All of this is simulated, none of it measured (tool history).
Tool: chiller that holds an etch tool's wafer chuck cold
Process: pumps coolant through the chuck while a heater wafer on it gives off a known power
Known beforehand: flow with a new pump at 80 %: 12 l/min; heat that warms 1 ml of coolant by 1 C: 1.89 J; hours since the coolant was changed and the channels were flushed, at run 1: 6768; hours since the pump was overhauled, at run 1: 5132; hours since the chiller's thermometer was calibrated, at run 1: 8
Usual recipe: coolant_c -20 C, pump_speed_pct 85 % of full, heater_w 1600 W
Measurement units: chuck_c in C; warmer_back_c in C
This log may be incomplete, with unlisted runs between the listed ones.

run,hour,coolant_c,pump_speed_pct,heater_w,hours since the coolant was changed and the channels were flushed,hours since the pump was overhauled,hours since the chiller's thermometer was calibrated,chuck_c,warmer_back_c
1,0,-20,85,1600,6768,5132,8,-1.6,3.97
2,91.2,-20,85,1600,6860,5224,100,-1.5,3.98
3,227.2,-20,82,1600,6996,5360,236,-1.1,4.12
4,351.6,-20,82,1600,7120,5484,360,-1,4.07
# hour 443.1: coolant changed, channels flushed
5,491.3,-20,82,1600,48,5618,494,-1.3,4.11
6,592.3,-20,82,1600,149,5719,595,-1,4.09
7,682.8,-20,69,1600,240,5809,685,1.9,4.97
8,791.5,-20,85,1600,348,5918,794,-1.6,3.87
9,922,-20,85,2102,479,6048,924,4.3,5.14
10,1007.6,-21,85,2102,565,6134,1010,3.1,5.09
11,1140.7,-20,85,1600,698,6267,1143,-1.7,3.88
12,1276.1,-20,85,886,833,6402,1278,-10,2.14
13,1348.1,-20,85,886,905,6474,1350,-9.8,2.1
14,1453.9,-20,85,886,1011,6580,1456,-9.8,2.06
15,1574.6,-20,85,886,1132,6701,1577,-9.7,2.06
16,1716.9,-20,85,1953,1274,6843,1719,2.4,4.68
17,1790.1,-18,62,1216,1347,6916,1792,0,4.12
18,1898.8,-18,62,1216,1456,7025,1901,0.2,4.15
19,1977.5,-19,85,1415,1534,7104,1980,-2.8,3.39
20,2126.5,-27,71,1364,1683,7253,2129,-8.7,4
21,2242.9,-26,90,1364,1800,7369,2245,-11.1,3.02
22,2354,-26,90,1364,1911,7480,2356,-11.2,3
23,2472.7,-28,80,1132,2030,7599,2475,-14.3,2.81
24,2621.1,-28,88,1132,2178,7747,2623,-15.4,2.49
25,2697.7,-13,81,2313,2255,7824,2700,14.6,5.88
26,2802.2,-13,81,2313,2359,7928,2805,14.6,5.81
27,2933.6,-18,76,1285,2491,8060,2936,-1.8,3.4
28,3089,-20,91,2220,2646,8215,3091,4.1,4.89
29,3167.3,-20,91,2220,2724,8294,3170,4,4.85
30,3271.1,-20,92,1056,2828,8397,3273,-8.5,2.14
31,3370.9,-27,67,900,2928,8497,3373,-14.3,2.6

Measured less the same run without the tool's hidden state. The same run-to-run variation is in both; the gauge's scatter may not be:
Hidden state present: heat passed by the chuck's channels, % of clean ones'; flow at a given pump speed, % of a new pump's; coolant's true temperature over the reading, C; drift of the gauge itself on chuck_c, C; drift of the gauge itself on warmer_back_c, C.
run,warmer_back_c
1,+0
2,-0.01
3,-0.01
4,-0.02
5,-0.04
6,-0.04
7,-0.04
8,-0.06
9,-0.06
10,-0.07
11,-0.08
12,-0.09
13,-0.1
14,-0.11
15,-0.12
16,-0.13
17,-0.13
18,-0.14
19,-0.15
20,-0.16
21,-0.17
22,-0.18
23,-0.19
24,-0.2
25,-0.2
26,-0.21
27,-0.22
28,-0.23
29,-0.24
30,-0.25
31,-0.26
For chuck_c, the value without the hidden state is never more than 0.1 C from the measured value.
